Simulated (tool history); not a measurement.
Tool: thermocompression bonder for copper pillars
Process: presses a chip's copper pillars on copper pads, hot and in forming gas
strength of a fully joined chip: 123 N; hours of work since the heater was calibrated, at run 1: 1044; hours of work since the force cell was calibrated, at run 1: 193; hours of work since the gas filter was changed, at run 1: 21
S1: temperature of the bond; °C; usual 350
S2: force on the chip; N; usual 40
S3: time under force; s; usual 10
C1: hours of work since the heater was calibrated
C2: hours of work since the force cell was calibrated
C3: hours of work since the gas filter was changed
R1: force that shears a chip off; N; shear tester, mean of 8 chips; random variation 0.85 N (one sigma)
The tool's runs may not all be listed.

Run 1, day 0.000: usual settings; C1 1044; C2 193; C3 21. Result: R1 59.7 N.
Run 2, day 1.908: usual settings but S3 6 s; C1 1075; C2 224; C3 51. Result: R1 49.8 N.
Run 3, day 4.429: usual settings; C1 1115; C2 264; C3 92. Result: R1 58.1 N.
Run 4, day 6.067: usual settings but S2 48 N; C1 1142; C2 291; C3 118. Result: R1 68.1 N.
Run 5, day 8.529: usual settings; C1 1181; C2 330; C3 158. Result: R1 57.7 N.
Run 6, day 11.042: usual settings but S2 59 N; C1 1222; C2 371; C3 198. Result: R1 79.7 N.
At day 13.675: forming gas filter changed.
Run 7, day 13.675: usual settings but S2 59 N; C1 1264; C2 413; C3 0. Result: R1 83.4 N.
Run 8, day 15.892: usual settings but S2 24 N; C1 1299; C2 448; C3 36. Result: R1 33.8 N.
Run 9, day 18.050: usual settings but S2 24 N; C1 1334; C2 483; C3 70. Result: R1 32.5 N.
Run 10, day 19.667: usual settings but S2 24 N; C1 1360; C2 509; C3 96. Result: R1 32.5 N.
Run 11, day 21.942: usual settings but S2 24 N; C1 1397; C2 546; C3 133. Result: R1 31.1 N.
Run 12, day 23.600: usual settings but S2 24 N; C1 1423; C2 572; C3 160. Result: R1 30.9 N.

4 ways to go on from here, each from the tool as it stands after run 12. What would each give?
Run A, day 25.525: usual settings but S1 355 °C; C1 1454; C2 603; C3 191. Result: R1 ?.
Run B, day 25.525: usual settings but S2 28 N; C1 1454; C2 603; C3 191. Result: R1 ?.
Run C, day 25.525: usual settings but S1 323 °C, S2 39 N, S3 20 s; C1 1454; C2 603; C3 191. Result: R1 ?.
Run D, day 25.525: usual settings but S1 376 °C, S2 24 N; C1 1454; C2 603; C3 191. Result: R1 ?.

run    R1
  A  55.4
  B  36.8
  C  47.7
  D  43.9
Without the tool's hidden state the same runs would have given:
run    R1
  A  70.7
  B  48.7
  C  62.7
  D  56.6
